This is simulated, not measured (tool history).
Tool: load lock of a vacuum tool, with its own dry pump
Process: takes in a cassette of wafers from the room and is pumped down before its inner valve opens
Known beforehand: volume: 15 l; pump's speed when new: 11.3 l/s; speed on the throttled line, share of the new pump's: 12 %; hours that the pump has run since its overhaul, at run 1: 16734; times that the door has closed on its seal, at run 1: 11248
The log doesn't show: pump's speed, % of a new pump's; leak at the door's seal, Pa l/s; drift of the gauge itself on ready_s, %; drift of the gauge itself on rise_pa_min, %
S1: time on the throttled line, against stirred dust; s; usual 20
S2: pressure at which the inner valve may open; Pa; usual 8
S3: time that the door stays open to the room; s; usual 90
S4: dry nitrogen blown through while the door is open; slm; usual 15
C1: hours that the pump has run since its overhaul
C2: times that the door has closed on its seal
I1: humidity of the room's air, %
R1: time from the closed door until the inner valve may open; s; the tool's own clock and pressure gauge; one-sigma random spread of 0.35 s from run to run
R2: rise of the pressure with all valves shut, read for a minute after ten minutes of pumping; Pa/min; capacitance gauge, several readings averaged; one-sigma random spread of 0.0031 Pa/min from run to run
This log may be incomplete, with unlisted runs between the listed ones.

Run 1, day 0: usual settings; C1 16734; C2 11248; I1 46. Result: R1 32.6 s, R2 0.089 Pa/min.
At day 10.804: dry pump taken out, an overhauled one fitted.
Run 2, day 15.042: usual settings; C1 102; C2 12517; I1 45.7. Result: R1 30 s, R2 0.093 Pa/min.
Run 3, day 28.779: usual settings; C1 431; C2 13696; I1 44.1. Result: R1 29.9 s, R2 0.099 Pa/min.
Run 4, day 40.288: usual settings but S1 10 s; C1 708; C2 14684; I1 44.3. Result: R1 21.5 s, R2 0.099 Pa/min.
Run 5, day 47.571: usual settings but S1 10 s; C1 882; C2 15309; I1 47.3. Result: R1 21.4 s, R2 0.107 Pa/min.
Run 6, day 63.075: usual settings but S1 10 s; C1 1254; C2 16639; I1 43.3. Result: R1 21.6 s, R2 0.11 Pa/min.
Run 7, day 79.675: usual settings but S1 10 s; C1 1653; C2 18064; I1 46.7. Result: R1 21.3 s, R2 0.113 Pa/min.
Run 8, day 87.979: usual settings but S1 10 s; C1 1852; C2 18777; I1 47.2. Result: R1 21.7 s, R2 0.127 Pa/min.
Run 9, day 98.725: usual settings but S1 10 s; C1 2110; C2 19699; I1 45.5. Result: R1 21.4 s, R2 0.124 Pa/min.
Run 10, day 107.683: usual settings but S1 10 s; C1 2325; C2 20468; I1 44.8. Result: R1 21.2 s, R2 0.125 Pa/min.
Run 11, day 121.746: usual settings but S1 10 s; C1 2663; C2 21675; I1 45.4. Result: R1 21.8 s, R2 0.132 Pa/min.
Run 12, day 137.912: usual settings but S1 10 s; C1 3051; C2 23062; I1 45. Result: R1 21.9 s, R2 0.146 Pa/min.
Run 13, day 149.992: usual settings but S1 10 s; C1 3341; C2 24099; I1 44. Result: R1 21.7 s, R2 0.159 Pa/min.
Run 14, day 157.871: usual settings but S1 10 s; C1 3530; C2 24775; I1 43.9. Result: R1 21.5 s, R2 0.152 Pa/min.
Run 15, day 167.629: usual settings but S1 10 s; C1 3764; C2 25613; I1 43.5. Result: R1 21.4 s, R2 0.159 Pa/min.
Run 16, day 183.883: usual settings but S1 10 s; C1 4154; C2 27007; I1 44.1. Result: R1 22.3 s, R2 0.17 Pa/min.
Run 17, day 198.108: usual settings but S4 6 slm; C1 4495; C2 28228; I1 45.8. Result: R1 30.5 s, R2 0.192 Pa/min.
Run 18, day 215.917: usual settings but S4 6 slm; C1 4923; C2 29757; I1 43.9. Result: R1 30.2 s, R2 0.202 Pa/min.
Run 19, day 227.625: usual settings but S2 7 Pa; C1 5204; C2 30762; I1 44.4. Result: R1 30.9 s, R2 0.197 Pa/min.
Run 20, day 243.458: usual settings but S1 15 s, S2 13 Pa, S3 62 s, S4 14 slm; C1 5584; C2 32120; I1 44. Result: R1 25.1 s, R2 0.203 Pa/min.
Run 21, day 252.371: usual settings but S1 16 s, S2 6 Pa; C1 5798; C2 32885; I1 47.5. Result: R1 27.7 s, R2 0.219 Pa/min.
Run 22, day 261.442: usual settings but S1 10 s, S2 14 Pa, S3 132 s, S4 16 slm; C1 6015; C2 33664; I1 45.6. Result: R1 20.9 s, R2 0.229 Pa/min.
Run 23, day 271.829: usual settings but S3 29 s, S4 22 slm; C1 6265; C2 34555; I1 46.1. Result: R1 30.8 s, R2 0.205 Pa/min.
Run 24, day 288.271: usual settings but S3 29 s, S4 22 slm; C1 6659; C2 35966; I1 43.5. Result: R1 30.7 s, R2 0.21 Pa/min.
Run 25, day 303.025: usual settings but S2 15 Pa, S3 29 s, S4 22 slm; C1 7013; C2 37233; I1 48.1. Result: R1 30 s, R2 0.225 Pa/min.
Run 26, day 312.533: usual settings but S1 15 s, S2 15 Pa, S3 29 s, S4 10 slm; C1 7241; C2 38048; I1 45.5. Result: R1 25.7 s, R2 0.242 Pa/min.
Run 27, day 328.292: usual settings but S1 12 s, S2 15 Pa, S3 26 s, S4 5 slm; C1 7620; C2 39401; I1 44.9. Result: R1 22.7 s, R2 0.253 Pa/min.
Run 28, day 345.7: usual settings but S1 12 s, S3 71 s; C1 8037; C2 40895; I1 46.5. Result: R1 24.5 s, R2 0.276 Pa/min.
Run 29, day 363.575: usual settings but S1 24 s, S2 11 Pa, S3 76 s, S4 22 slm; C1 8467; C2 42429; I1 48.2. Result: R1 33.7 s, R2 0.284 Pa/min.
Run 30, day 371.683: usual settings but S1 22 s, S4 25 slm; C1 8661; C2 43125; I1 42.3. Result: R1 33.1 s, R2 0.289 Pa/min.
Run 31, day 385.55: usual settings but S1 22 s, S4 25 slm; C1 8994; C2 44315; I1 40.7. Result: R1 33.1 s, R2 0.301 Pa/min.
Run 32, day 398.383: usual settings but S3 85 s; C1 9302; C2 45416; I1 41.6. Result: R1 31.9 s, R2 0.323 Pa/min.
Run 33, day 409.238: usual settings but S2 15 Pa, S3 32 s; C1 9562; C2 46348; I1 44.6. Result: R1 30 s, R2 0.31 Pa/min.
Run 34, day 422.75: usual settings but S2 15 Pa, S3 32 s; C1 9887; C2 47508; I1 47.2. Result: R1 29.7 s, R2 0.323 Pa/min.
Run 35, day 437.275: usual settings but S2 15 Pa, S3 32 s; C1 10235; C2 48754; I1 45.5. Result: R1 30.3 s, R2 0.333 Pa/min.
Run 36, day 447.104: usual settings but S1 22 s, S2 9 Pa, S3 164 s, S4 42 slm; C1 10471; C2 49598; I1 44.4. Result: R1 33.2 s, R2 0.348 Pa/min.
Run 37, day 456.475: usual settings but S1 13 s, S3 153 s; C1 10696; C2 50402; I1 46. Result: R1 25.8 s, R2 0.381 Pa/min.
Run 38, day 472.388: usual settings but S1 13 s, S3 153 s; C1 11078; C2 51767; I1 44.3. Result: R1 25.6 s, R2 0.389 Pa/min.

A few steps of R1 between consecutive runs. Split each: what settings, incoming material and random variation would produce without the hidden state, and what is left over for the hidden state, along with gauge scatter present in only one of the two compared results (measured, and without hidden state):
Run 1 -> 2: dry pump taken out, an overhauled one fitted. R1 -2.6 s: hidden state -2.9, all else +0.3.
Run 3 -> 4: S1 20 -> 10. R1 -8.4 s: hidden state +0, all else -8.4.
Run 22 -> 23: S1 10 -> 20, S2 14 -> 8, S3 132 -> 29, S4 16 -> 22. R1 +9.9 s: hidden state +0.1, all else +9.8.
Run 25 -> 26: S1 20 -> 15, S4 22 -> 10. R1 -4.3 s: hidden state +0.2, all else -4.5.
Run 27 -> 28: S2 15 -> 8, S3 26 -> 71, S4 5 -> 15. R1 +1.8 s: hidden state +0.2, all else +1.6.
Run 28 -> 29: S1 12 -> 24, S2 8 -> 11, S3 71 -> 76, S4 15 -> 22. R1 +9.2 s: hidden state -0.2, all else +9.4.
